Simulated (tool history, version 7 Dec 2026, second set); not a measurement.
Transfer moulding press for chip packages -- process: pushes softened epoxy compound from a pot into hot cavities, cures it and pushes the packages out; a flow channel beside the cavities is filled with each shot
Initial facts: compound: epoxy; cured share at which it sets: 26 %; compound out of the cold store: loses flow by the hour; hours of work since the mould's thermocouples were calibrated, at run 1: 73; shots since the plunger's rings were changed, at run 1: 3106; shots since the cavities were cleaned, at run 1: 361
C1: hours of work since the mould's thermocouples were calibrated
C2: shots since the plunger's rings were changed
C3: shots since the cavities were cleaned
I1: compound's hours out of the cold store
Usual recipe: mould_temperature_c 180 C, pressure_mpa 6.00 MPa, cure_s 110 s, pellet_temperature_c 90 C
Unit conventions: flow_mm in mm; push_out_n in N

run 1 hour=0.0 | mould_temperature_c=180 pressure_mpa=6.00 cure_s=110 pellet_temperature_c=90 | C1=73 C2=3106 C3=361 | I1=32.4 | flow_mm=911 push_out_n=579
-- hour=9.6 cavities cleaned with cleaning compound and waxed
-- hour=48.8 plunger's sealing rings changed
run 2 hour=54.9 | mould_temperature_c=180 pressure_mpa=6.00 cure_s=110 pellet_temperature_c=90 | C1=99 C2=51 C3=361 | I1=46.1 | flow_mm=849 push_out_n=563
-- hour=65.6 cavities cleaned with cleaning compound and waxed
run 3 hour=88.3 | mould_temperature_c=180 pressure_mpa=6.00 cure_s=110 pellet_temperature_c=90 | C1=115 C2=320 C3=192 | I1=31.5 | flow_mm=929 push_out_n=535
-- hour=117.6 cavities cleaned with cleaning compound and waxed
run 4 hour=160.4 | mould_temperature_c=180 pressure_mpa=6.00 cure_s=110 pellet_temperature_c=90 | C1=151 C2=915 C3=360 | I1=40.3 | flow_mm=877 push_out_n=558
-- hour=172.8 cavities cleaned with cleaning compound and waxed
-- hour=225.3 cavities cleaned with cleaning compound and waxed
run 5 hour=233.9 | mould_temperature_c=182 pressure_mpa=6.00 cure_s=110 pellet_temperature_c=90 | C1=186 C2=1509 C3=72 | I1=27.5 | flow_mm=934 push_out_n=456
-- hour=282.1 cavities cleaned with cleaning compound and waxed
run 6 hour=282.1 | mould_temperature_c=182 pressure_mpa=6.00 cure_s=110 pellet_temperature_c=99 | C1=210 C2=1904 C3=1 | I1=9.9 | flow_mm=1034 push_out_n=433
-- hour=335.2 cavities cleaned with cleaning compound and waxed
run 7 hour=335.2 | mould_temperature_c=182 pressure_mpa=6.00 cure_s=110 pellet_temperature_c=99 | C1=236 C2=2338 C3=0 | I1=46.3 | flow_mm=827 push_out_n=401
-- hour=390.0 cavities cleaned with cleaning compound and waxed
run 8 hour=392.4 | mould_temperature_c=180 pressure_mpa=6.00 cure_s=110 pellet_temperature_c=90 | C1=265 C2=2808 C3=21 | I1=14.6 | flow_mm=1016 push_out_n=461
run 9 hour=430.4 | mould_temperature_c=180 pressure_mpa=4.96 cure_s=110 pellet_temperature_c=90 | C1=284 C2=3128 C3=341 | I1=13.3 | flow_mm=923 push_out_n=557
-- hour=443.3 cavities cleaned with cleaning compound and waxed
run 10 hour=462.1 | mould_temperature_c=180 pressure_mpa=4.96 cure_s=110 pellet_temperature_c=90 | C1=299 C2=3383 C3=159 | I1=47.0 | flow_mm=749 push_out_n=492
-- hour=471.2 plunger's sealing rings changed
-- hour=498.2 cavities cleaned with cleaning compound and waxed
run 11 hour=524.8 | mould_temperature_c=180 pressure_mpa=4.96 cure_s=110 pellet_temperature_c=90 | C1=329 C2=439 C3=224 | I1=17.2 | flow_mm=908 push_out_n=528
-- hour=551.9 cavities cleaned with cleaning compound and waxed
run 12 hour=570.0 | mould_temperature_c=181 pressure_mpa=4.96 cure_s=110 pellet_temperature_c=90 | C1=352 C2=807 C3=152 | I1=46.9 | flow_mm=758 push_out_n=461
-- hour=603.6 cavities cleaned with cleaning compound and waxed
run 13 hour=603.6 | mould_temperature_c=181 pressure_mpa=4.96 cure_s=110 pellet_temperature_c=90 | C1=368 C2=1078 C3=0 | I1=26.0 | flow_mm=855 push_out_n=436
run 14 hour=641.3 | mould_temperature_c=181 pressure_mpa=4.96 cure_s=110 pellet_temperature_c=90 | C1=387 C2=1395 C3=317 | I1=12.6 | flow_mm=933 push_out_n=553
-- hour=660.1 cavities cleaned with cleaning compound and waxed
run 15 hour=687.1 | mould_temperature_c=181 pressure_mpa=4.96 cure_s=110 pellet_temperature_c=90 | C1=409 C2=1769 C3=227 | I1=18.4 | flow_mm=899 push_out_n=508
-- hour=713.3 cavities cleaned with cleaning compound and waxed
run 16 hour=744.6 | mould_temperature_c=181 pressure_mpa=4.96 cure_s=110 pellet_temperature_c=90 | C1=438 C2=2241 C3=263 | I1=13.4 | flow_mm=923 push_out_n=530
-- hour=766.2 cavities cleaned with cleaning compound and waxed
-- hour=784.0 mould's thermocouples calibrated
run 17 hour=784.4 | mould_temperature_c=177 pressure_mpa=4.96 cure_s=117 pellet_temperature_c=90 | C1=0 C2=2547 C3=137 | I1=8.7 | flow_mm=966 push_out_n=553
-- hour=820.5 cavities cleaned with cleaning compound and waxed
run 18 hour=837.3 | mould_temperature_c=187 pressure_mpa=5.83 cure_s=127 pellet_temperature_c=84 | C1=26 C2=2981 C3=142 | I1=34.2 | flow_mm=866 push_out_n=423
-- hour=873.2 cavities cleaned with cleaning compound and waxed
-- hour=897.8 plunger's sealing rings changed
run 19 hour=898.9 | mould_temperature_c=187 pressure_mpa=5.83 cure_s=127 pellet_temperature_c=84 | C1=56 C2=9 C3=195 | I1=30.7 | flow_mm=900 push_out_n=425
-- hour=929.7 cavities cleaned with cleaning compound and waxed
run 20 hour=930.9 | mould_temperature_c=187 pressure_mpa=5.83 cure_s=105 pellet_temperature_c=90 | C1=71 C2=267 C3=11 | I1=11.7 | flow_mm=1009 push_out_n=417
-- hour=981.7 cavities cleaned with cleaning compound and waxed
run 21 hour=988.5 | mould_temperature_c=185 pressure_mpa=4.65 cure_s=123 pellet_temperature_c=98 | C1=100 C2=739 C3=57 | I1=10.6 | flow_mm=908 push_out_n=418
-- hour=1038.1 cavities cleaned with cleaning compound and waxed
run 22 hour=1052.4 | mould_temperature_c=185 pressure_mpa=4.70 cure_s=123 pellet_temperature_c=98 | C1=131 C2=1265 C3=120 | I1=26.5 | flow_mm=818 push_out_n=418
-- hour=1094.7 cavities cleaned with cleaning compound and waxed
run 23 hour=1114.3 | mould_temperature_c=176 pressure_mpa=6.18 cure_s=131 pellet_temperature_c=95 | C1=162 C2=1775 C3=166 | I1=27.9 | flow_mm=960 push_out_n=493
-- hour=1146.5 cavities cleaned with cleaning compound and waxed
run 24 hour=1158.1 | mould_temperature_c=180 pressure_mpa=6.18 cure_s=131 pellet_temperature_c=95 | C1=184 C2=2131 C3=98 | I1=17.4 | flow_mm=1001 push_out_n=431
-- hour=1204.1 cavities cleaned with cleaning compound and waxed
run 25 hour=1230.0 | mould_temperature_c=187 pressure_mpa=7.39 cure_s=101 pellet_temperature_c=91 | C1=219 C2=2725 C3=219 | I1=45.4 | flow_mm=916 push_out_n=485
-- hour=1257.2 cavities cleaned with cleaning compound and waxed
run 26 hour=1275.5 | mould_temperature_c=174 pressure_mpa=4.62 cure_s=110 pellet_temperature_c=90 | C1=242 C2=3095 C3=153 | I1=28.4 | flow_mm=826 push_out_n=657
-- hour=1310.1 cavities cleaned with cleaning compound and waxed
-- hour=1320.8 plunger's sealing rings changed
run 27 hour=1347.2 | mould_temperature_c=174 pressure_mpa=4.62 cure_s=110 pellet_temperature_c=90 | C1=276 C2=223 C3=292 | I1=14.6 | flow_mm=919 push_out_n=761

3 ways to go on from here, each from the tool as it stands after run 27. What would each give?
-- hour=1364.9 cavities cleaned with cleaning compound and waxed
run A hour=1387.7 | mould_temperature_c=183 pressure_mpa=4.62 cure_s=102 pellet_temperature_c=90 | C1=296 C2=551 C3=192 | I1=17.2 | flow_mm=? push_out_n=?
-- hour=1364.9 cavities cleaned with cleaning compound and waxed
run B hour=1387.7 | mould_temperature_c=185 pressure_mpa=4.62 cure_s=110 pellet_temperature_c=86 | C1=296 C2=551 C3=192 | I1=11.2 | flow_mm=? push_out_n=?
-- hour=1364.9 cavities cleaned with cleaning compound and waxed
run C hour=1387.7 | mould_temperature_c=178 pressure_mpa=4.93 cure_s=97 pellet_temperature_c=90 | C1=296 C2=551 C3=192 | I1=29.3 | flow_mm=? push_out_n=?

run=A flow_mm=879 push_out_n=516
run=B flow_mm=903 push_out_n=482
run=C flow_mm=859 push_out_n=680
Without the tool's unlogged condition, the same runs would have read:
run=A flow_mm=886 push_out_n=443
run=B flow_mm=910 push_out_n=407
run=C flow_mm=866 push_out_n=597
